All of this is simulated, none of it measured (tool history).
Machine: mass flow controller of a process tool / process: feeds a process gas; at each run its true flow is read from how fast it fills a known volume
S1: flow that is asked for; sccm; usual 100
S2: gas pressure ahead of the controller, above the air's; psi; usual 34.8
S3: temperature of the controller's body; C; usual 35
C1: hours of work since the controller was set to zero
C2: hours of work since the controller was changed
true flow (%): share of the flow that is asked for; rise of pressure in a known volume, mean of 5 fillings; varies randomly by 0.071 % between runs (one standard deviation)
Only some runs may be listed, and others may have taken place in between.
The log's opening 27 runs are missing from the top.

Run 28, hour 3724.7: usual settings but S1 144 sccm, S2 31.5 psi; C1 390; C2 5317. Result: true flow (%) 98.92.
Run 29, hour 3828.5: usual settings but S1 144 sccm, S2 31.5 psi, S3 24 C; C1 455; C2 5383. Result: true flow (%) 98.13.
Run 30, hour 3941.2: usual settings but S1 73 sccm, S2 30.5 psi, S3 25 C; C1 526; C2 5453. Result: true flow (%) 97.35.
Run 31, hour 4026.4: usual settings but S1 73 sccm, S2 30.5 psi, S3 25 C; C1 579; C2 5507. Result: true flow (%) 97.48.
Run 32, hour 4158.3: usual settings but S1 43 sccm; C1 662; C2 5590. Result: true flow (%) 97.74.
Run 33, hour 4312.4: usual settings but S1 43 sccm; C1 759; C2 5686. Result: true flow (%) 97.64.
Run 34, hour 4495.1: usual settings but S1 82 sccm, S2 20.6 psi, S3 23 C; C1 873; C2 5801. Result: true flow (%) 96.86.
Run 35, hour 4625.5: usual settings but S1 131 sccm, S2 20.6 psi, S3 27 C; C1 955; C2 5883. Result: true flow (%) 97.51.
Run 36, hour 4810.6: usual settings but S1 148 sccm, S2 32.6 psi; C1 1071; C2 5999. Result: true flow (%) 98.8.
Run 37, hour 4925.3: usual settings but S1 157 sccm, S2 29.7 psi, S3 39 C; C1 1143; C2 6071. Result: true flow (%) 98.97.
Run 38, hour 5035.3: usual settings but S1 157 sccm, S2 29.7 psi, S3 39 C; C1 1212; C2 6140. Result: true flow (%) 98.9.
Run 39, hour 5135.6: usual settings but S2 22.3 psi, S3 29 C; C1 1275; C2 6203. Result: true flow (%) 97.29.
At hour 5298.5: controller exchanged for a calibrated one.
Run 40, hour 5298.5: usual settings but S2 22.3 psi, S3 29 C; C1 0; C2 0. Result: true flow (%) 98.97.
Run 41, hour 5449.7: usual settings but S1 116 sccm; C1 95; C2 95. Result: true flow (%) 100.1.
Run 42, hour 5612.3: usual settings but S1 116 sccm; C1 197; C2 197. Result: true flow (%) 100.12.
Run 43, hour 5738.4: usual settings but S2 29.7 psi; C1 276; C2 276. Result: true flow (%) 99.55.
Run 44, hour 5833.7: usual settings but S2 29.7 psi; C1 336; C2 336. Result: true flow (%) 99.56.

4 ways to go on from here, each from the tool as it stands after run 44. What would each give?
Run A, hour 5950.4: usual settings but S1 65 sccm, S2 34.2 psi, S3 21 C; C1 409; C2 409. Result: true flow (%) ?.
Run B, hour 5950.4: usual settings but S1 85 sccm; C1 409; C2 409. Result: true flow (%) ?.
Run C, hour 5950.4: usual settings but S3 26 C; C1 409; C2 409. Result: true flow (%) ?.
Run D, hour 5950.4: usual settings but S1 184 sccm, S3 23 C; C1 409; C2 409. Result: true flow (%) ?.

run  true flow (%)
  A          98.35
  B          99.68
  C          99.18
  D          99.85
Had the tool no hidden state, the same runs would have come out as:
run  true flow (%)
  A          98.75
  B         100.03
  C           99.5
  D          100.1
